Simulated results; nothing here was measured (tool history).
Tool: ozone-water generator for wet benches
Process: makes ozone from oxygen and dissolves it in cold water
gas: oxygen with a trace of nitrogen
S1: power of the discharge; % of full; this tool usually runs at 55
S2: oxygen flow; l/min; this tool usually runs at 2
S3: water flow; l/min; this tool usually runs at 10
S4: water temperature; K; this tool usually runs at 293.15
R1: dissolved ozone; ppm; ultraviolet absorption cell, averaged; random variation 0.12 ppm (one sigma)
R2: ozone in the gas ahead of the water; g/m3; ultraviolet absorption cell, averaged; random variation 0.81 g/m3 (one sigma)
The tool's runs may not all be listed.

run,hour,S1,S2,S3,S4,R1,R2
1,0,55,2,10,293.15,9.6,124.5
2,35.4,55,2,10,293.15,9.4,126.1
3,98.3,55,2,10,293.15,9.7,123.7
4,133,55,2,10,293.15,9.6,125
5,216,55,2,10,293.15,9.6,124.6
6,297.5,55,1.8,10,293.15,9.5,133.1
7,358.5,55,1.8,10,293.15,9.5,131.8
8,400.6,41,1.8,10,293.15,7.6,106
# hour 411.8: contactor cleaned
9,453.2,41,1.8,10,293.15,7.4,105.2
10,508.2,41,1.8,10,293.15,7.3,107.2
11,569,41,1.8,10,293.15,7.4,105.4
12,631.2,55,2,9,293.15,10.5,124.2
13,696.7,55,1.18,10,292.15,9.2,170.7
14,741.1,55,1.18,10,292.15,9.2,171.3
15,817.8,55,1.18,10,292.15,9,171
# hour 853.3: contactor cleaned, once more
16,896.2,76,2,12,293.15,10.1,154.8
17,978.2,53,3.29,8,294.15,10.7,89.2
18,1033.2,66,2.45,9,294.15,11.8,124.4
19,1100.5,43,3.03,12,293.15,6.6,79.7
20,1142.9,43,3.03,12,293.15,6.6,79.4
21,1226,64,3.03,12,293.15,8.9,105.5
22,1282,64,3.03,8,299.15,11.2,106.4
23,1353.1,59,1.15,6,297.15,15.8,181.3
24,1395.1,59,1.15,6,297.15,15.7,181.4

How would selected steps in R1 from run to run divide? Give the signed amount a tool lacking its hidden state would still show from settings, what came in and random variation, and the signed amount left for the hidden state, including any gauge scatter that is not in both of the compared results.
Hidden state at play: yield of the discharge, % of new electrodes'; contactor's efficiency, % of a clean one's; true water temperature over the reading, C; drift of the gauge itself on ozone_ppm, %; drift of the gauge itself on gas_g_m3, %.
Run 11 -> 12: S1 41 -> 55, S2 1.8 -> 2, S3 10 -> 9. R1 +3.1 ppm: hidden state -0.3, all else +3.4.
Run 18 -> 19: S1 66 -> 43, S2 2.45 -> 3.03, S3 9 -> 12, S4 294.15 -> 293.15. R1 -5.2 ppm: hidden state +0.5, all else -5.7.
Run 22 -> 23: S1 64 -> 59, S2 3.03 -> 1.15, S3 8 -> 6, S4 299.15 -> 297.15. R1 +4.6 ppm: hidden state -0.1, all else +4.7.

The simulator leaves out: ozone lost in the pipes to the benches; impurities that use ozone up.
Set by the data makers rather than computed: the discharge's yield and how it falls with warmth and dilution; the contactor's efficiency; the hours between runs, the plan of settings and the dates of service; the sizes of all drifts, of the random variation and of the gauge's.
